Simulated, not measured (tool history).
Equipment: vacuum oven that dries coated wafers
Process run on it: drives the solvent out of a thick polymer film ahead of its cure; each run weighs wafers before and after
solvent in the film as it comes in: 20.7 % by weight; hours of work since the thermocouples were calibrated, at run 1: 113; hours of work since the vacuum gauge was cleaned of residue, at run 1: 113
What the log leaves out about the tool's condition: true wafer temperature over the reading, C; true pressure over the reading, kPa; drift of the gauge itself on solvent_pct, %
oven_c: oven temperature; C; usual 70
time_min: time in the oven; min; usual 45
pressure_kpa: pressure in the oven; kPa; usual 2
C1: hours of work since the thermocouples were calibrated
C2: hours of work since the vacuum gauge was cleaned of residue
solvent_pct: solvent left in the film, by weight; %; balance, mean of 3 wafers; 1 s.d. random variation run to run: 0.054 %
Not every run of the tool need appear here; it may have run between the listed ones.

{"run": 1, "day": 0.0, "oven_c": 70, "time_min": 45, "pressure_kpa": 2, "C1": 113, "C2": 113, "solvent_pct": 1.99}
{"run": 2, "day": 0.412, "oven_c": 70, "time_min": 45, "pressure_kpa": 4.23, "C1": 118, "C2": 118, "solvent_pct": 3.34}
{"run": 3, "day": 0.858, "oven_c": 70, "time_min": 45, "pressure_kpa": 4.23, "C1": 123, "C2": 123, "solvent_pct": 3.3}
{"run": 4, "day": 1.379, "oven_c": 70, "time_min": 32, "pressure_kpa": 2, "C1": 130, "C2": 130, "solvent_pct": 3.04}
{"run": 5, "day": 1.925, "oven_c": 70, "time_min": 32, "pressure_kpa": 2, "C1": 136, "C2": 136, "solvent_pct": 3.08}
{"run": 6, "day": 2.525, "oven_c": 70, "time_min": 32, "pressure_kpa": 2, "C1": 144, "C2": 144, "solvent_pct": 3.07}
{"run": 7, "day": 2.95, "oven_c": 70, "time_min": 45, "pressure_kpa": 2, "C1": 149, "C2": 149, "solvent_pct": 1.88}
{"run": 8, "day": 3.354, "oven_c": 70, "time_min": 45, "pressure_kpa": 2, "C1": 154, "C2": 154, "solvent_pct": 2.02}
{"run": 9, "day": 3.858, "oven_c": 56, "time_min": 45, "pressure_kpa": 2, "C1": 160, "C2": 160, "solvent_pct": 7.73}
{"run": 10, "day": 4.458, "oven_c": 70, "time_min": 45, "pressure_kpa": 2, "C1": 168, "C2": 168, "solvent_pct": 1.92}
{"run": 11, "day": 4.833, "oven_c": 70, "time_min": 45, "pressure_kpa": 2, "C1": 172, "C2": 172, "solvent_pct": 2.02}
{"run": 12, "day": 5.483, "oven_c": 78, "time_min": 45, "pressure_kpa": 2, "C1": 180, "C2": 180, "solvent_pct": 0.95}
{"run": 13, "day": 5.933, "oven_c": 78, "time_min": 45, "pressure_kpa": 2, "C1": 186, "C2": 186, "solvent_pct": 1.04}
{"run": 14, "day": 6.233, "oven_c": 78, "time_min": 45, "pressure_kpa": 2, "C1": 190, "C2": 190, "solvent_pct": 1.07}
{"run": 15, "day": 6.679, "oven_c": 78, "time_min": 45, "pressure_kpa": 2, "C1": 195, "C2": 195, "solvent_pct": 1}
{"run": 16, "day": 7.175, "oven_c": 78, "time_min": 45, "pressure_kpa": 2, "C1": 201, "C2": 201, "solvent_pct": 0.96}
{"run": 17, "day": 7.738, "oven_c": 78, "time_min": 45, "pressure_kpa": 2, "C1": 208, "C2": 208, "solvent_pct": 0.95}
{"run": 18, "day": 8.338, "oven_c": 76, "time_min": 45, "pressure_kpa": 1.24, "C1": 216, "C2": 216, "solvent_pct": 0.75}
{"run": 19, "day": 8.654, "oven_c": 76, "time_min": 45, "pressure_kpa": 1.24, "C1": 220, "C2": 220, "solvent_pct": 0.8}
{"run": 20, "day": 9.088, "oven_c": 68, "time_min": 34, "pressure_kpa": 3.59, "C1": 225, "C2": 225, "solvent_pct": 4.49}
{"run": 21, "day": 9.538, "oven_c": 68, "time_min": 34, "pressure_kpa": 3.59, "C1": 230, "C2": 230, "solvent_pct": 4.56}
{"run": 22, "day": 10.038, "oven_c": 68, "time_min": 46, "pressure_kpa": 3.59, "C1": 237, "C2": 237, "solvent_pct": 3.52}
{"run": 23, "day": 10.488, "oven_c": 80, "time_min": 22, "pressure_kpa": 6.09, "C1": 242, "C2": 242, "solvent_pct": 3.06}
{"run": 24, "day": 10.992, "oven_c": 71, "time_min": 77, "pressure_kpa": 1.38, "C1": 248, "C2": 248, "solvent_pct": 0.93}
{"run": 25, "day": 11.6, "oven_c": 72, "time_min": 45, "pressure_kpa": 1.75, "C1": 256, "C2": 256, "solvent_pct": 1.55}
{"run": 26, "day": 11.962, "oven_c": 80, "time_min": 24, "pressure_kpa": 2.48, "C1": 260, "C2": 260, "solvent_pct": 1.54}
{"run": 27, "day": 12.479, "oven_c": 58, "time_min": 31, "pressure_kpa": 2.07, "C1": 267, "C2": 267, "solvent_pct": 8.78}
{"run": 28, "day": 12.958, "oven_c": 62, "time_min": 31, "pressure_kpa": 2.3, "C1": 273, "C2": 273, "solvent_pct": 6.92}
{"run": 29, "day": 13.562, "oven_c": 65, "time_min": 45, "pressure_kpa": 1.12, "C1": 280, "C2": 280, "solvent_pct": 2.98}
{"run": 30, "day": 14.071, "oven_c": 70, "time_min": 35, "pressure_kpa": 2.62, "C1": 286, "C2": 286, "solvent_pct": 3.12}
{"run": 31, "day": 14.588, "oven_c": 70, "time_min": 35, "pressure_kpa": 2.62, "C1": 293, "C2": 293, "solvent_pct": 3.17}
{"run": 32, "day": 14.883, "oven_c": 78, "time_min": 28, "pressure_kpa": 5.45, "C1": 297, "C2": 297, "solvent_pct": 2.82}
{"run": 33, "day": 15.454, "oven_c": 70, "time_min": 36, "pressure_kpa": 2, "C1": 304, "C2": 304, "solvent_pct": 2.74}
{"run": 34, "day": 16.021, "oven_c": 70, "time_min": 36, "pressure_kpa": 2, "C1": 311, "C2": 311, "solvent_pct": 2.77}

Predict each of these 3 candidate next runs independently; none follows another, all start after run 34:
{"run": "A", "day": 16.6, "oven_c": 70, "time_min": 31, "pressure_kpa": 2, "C1": 318, "C2": 318, "solvent_pct": "?"}
{"run": "B", "day": 16.6, "oven_c": 85, "time_min": 25, "pressure_kpa": 1.67, "C1": 318, "C2": 318, "solvent_pct": "?"}
{"run": "C", "day": 16.6, "oven_c": 71, "time_min": 27, "pressure_kpa": 2, "C1": 318, "C2": 318, "solvent_pct": "?"}

run=A solvent_pct=3.28
run=B solvent_pct=0.74
run=C solvent_pct=3.43
With no hidden state in the tool, these same runs would have given:
run=A solvent_pct=3.11
run=B solvent_pct=0.68
run=C solvent_pct=3.25
